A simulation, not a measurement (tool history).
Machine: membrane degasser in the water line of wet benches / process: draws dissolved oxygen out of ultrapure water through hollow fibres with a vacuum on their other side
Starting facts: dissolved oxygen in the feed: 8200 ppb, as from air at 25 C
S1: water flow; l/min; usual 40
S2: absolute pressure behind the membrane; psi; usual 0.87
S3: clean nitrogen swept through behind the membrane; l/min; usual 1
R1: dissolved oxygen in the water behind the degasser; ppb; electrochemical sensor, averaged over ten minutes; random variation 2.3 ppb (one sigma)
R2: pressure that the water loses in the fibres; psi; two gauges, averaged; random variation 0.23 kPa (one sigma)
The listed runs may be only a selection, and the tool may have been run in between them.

run	hour	S1	S2	S3	R1	R2
1	0	40	0.87	1	225.7	8.253
2	58.3	41	0.87	1	227.1	8.386
3	123.6	41	0.87	1	229.6	8.393
4	157.6	41	0.87	1	229.3	8.369
5	195.6	41	0.87	1	227.2	8.446
6	267.1	41	0.87	1	230.8	8.419
7	320.7	40	2.042	1	815.9	8.144
8	379	40	0.87	1	221.7	8.227
9	429.6	40	0.87	1	223.9	8.189
10	461.4	40	0.87	1	225.4	8.222
11	499.3	40	0.87	1	224	8.202
12	532.3	40	0.87	1	225.9	8.184
13	590.7	40	0.87	1	221.4	8.215
14	660.3	40	0.87	1	223.4	8.154
15	709.1	40	0.87	1	222.1	8.231
16	740	40	0.87	1	221.9	8.202
17	774.4	58	1.668	2.56	402.7	11.889
18	840.3	58	1.668	2.56	419.7	11.828
19	905.9	47	0.731	0.69	225.4	9.588
20	979.7	47	0.731	0.69	222.9	9.651
21	1056.2	47	0.731	0.69	223.4	9.699
22	1087.2	59	0.87	1	304.1	12.028
23	1158.3	32	1.577	1.38	376	6.532
24	1214.9	40	1.25	1.78	266	8.229
25	1266.5	40	1.25	1.78	263	8.253
26	1314.2	41	0.883	0.51	377	8.44
27	1362.1	41	0.895	0.93	258.1	8.425
28	1395.6	30	1.224	2.24	162.4	6.15
29	1459.1	30	1.224	2.24	163.2	6.121
30	1520.7	55	1.224	0.84	582.9	11.271
31	1577.3	32	0.666	0.59	143	6.535
32	1650.5	32	0.666	0.59	141.1	6.596

Each row is a separate what-if for the run after 32, all from the same tool condition, not one after another. Results?
A	1714.4	32	1.798	0.59	?	?
B	1714.4	45	1.397	1.97	?	?
C	1714.4	40	0.744	1.56	?	?
D	1714.4	40	1.51	1.79	?	?

run	R1	R2
A	848.8	6.588
B	323.3	9.204
C	111.7	8.202
D	347.1	8.183
Take away the tool's hidden state, keep each run's random variation, and the runs would have read:
run	R1	R2
A	848.4	6.588
B	323	9.203
C	111.4	8.2
D	346.8	8.182

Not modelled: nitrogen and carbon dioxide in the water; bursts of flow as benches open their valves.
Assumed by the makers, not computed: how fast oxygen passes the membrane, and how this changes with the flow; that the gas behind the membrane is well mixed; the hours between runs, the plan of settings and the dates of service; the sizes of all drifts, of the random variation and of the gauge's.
